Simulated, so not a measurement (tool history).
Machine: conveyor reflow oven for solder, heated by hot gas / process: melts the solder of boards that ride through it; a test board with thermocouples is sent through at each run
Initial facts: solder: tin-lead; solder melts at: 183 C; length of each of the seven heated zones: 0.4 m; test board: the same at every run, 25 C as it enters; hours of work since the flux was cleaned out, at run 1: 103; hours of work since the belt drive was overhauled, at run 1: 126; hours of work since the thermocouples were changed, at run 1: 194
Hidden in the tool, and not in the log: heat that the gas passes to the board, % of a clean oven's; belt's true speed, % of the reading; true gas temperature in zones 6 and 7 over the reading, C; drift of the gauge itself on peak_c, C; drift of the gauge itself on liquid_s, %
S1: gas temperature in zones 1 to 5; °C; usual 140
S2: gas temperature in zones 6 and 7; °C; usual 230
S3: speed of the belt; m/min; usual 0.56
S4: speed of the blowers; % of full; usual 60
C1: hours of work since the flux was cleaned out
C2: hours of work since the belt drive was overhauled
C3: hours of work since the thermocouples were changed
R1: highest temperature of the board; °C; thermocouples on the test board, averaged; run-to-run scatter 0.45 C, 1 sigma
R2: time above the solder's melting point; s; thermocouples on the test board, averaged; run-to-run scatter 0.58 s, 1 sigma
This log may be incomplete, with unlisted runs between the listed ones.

run,hour,S1,S2,S3,S4,C1,C2,C3,R1,R2
1,0,140,230,0.56,60,103,126,194,205.3,49.5
2,5.9,140,238,0.56,60,106,129,197,210.9,57
3,10.7,140,230,0.56,60,109,131,199,205.4,49.6
4,16,140,230,0.56,60,111,134,202,205.3,49.5
5,20.7,140,230,0.56,60,114,136,204,204.8,49.2
6,28.5,140,230,0.635,60,118,140,208,199.7,35.5
7,32.6,136,230,0.56,60,120,142,210,204.5,46.8
8,41.1,136,230,0.56,60,124,147,215,205.3,46.1
9,46.7,136,241,0.56,51,127,150,218,208.1,50.1
10,52.9,136,241,0.56,51,130,153,221,207.6,49.2
11,61.5,136,241,0.476,75,134,157,225,225.2,81.7
12,65.6,130,229,0.476,76,137,159,227,214.6,68.8
13,74.3,130,229,0.476,76,141,164,232,213.8,68.4
14,80.2,130,229,0.554,76,144,167,235,209.1,52.9
15,87.2,139,222,0.56,60,148,170,238,199.2,40
16,91.1,126,232,0.647,66,150,172,240,199.1,30.6

Branching from run 16: 5 alternative next runs. What would each branch give?
A,96.9,126,232,0.647,54,152,175,243,?,?
B,96.9,139,230,0.64,55,152,175,243,?,?
C,96.9,133,230,0.487,73,152,175,243,?,?
D,96.9,126,225,0.56,60,152,175,243,?,?
E,96.9,140,230,0.464,60,152,175,243,?,?

run,R1,R2
A,192.9,18.9
B,196.9,29.2
C,213.8,67.9
D,197.1,32.9
E,212.2,71.4
With no hidden state in the tool, these same runs would have given:
run,R1,R2
A,192.9,19
B,196.9,29.3
C,213.9,67.9
D,197.1,32.9
E,212.2,71.4
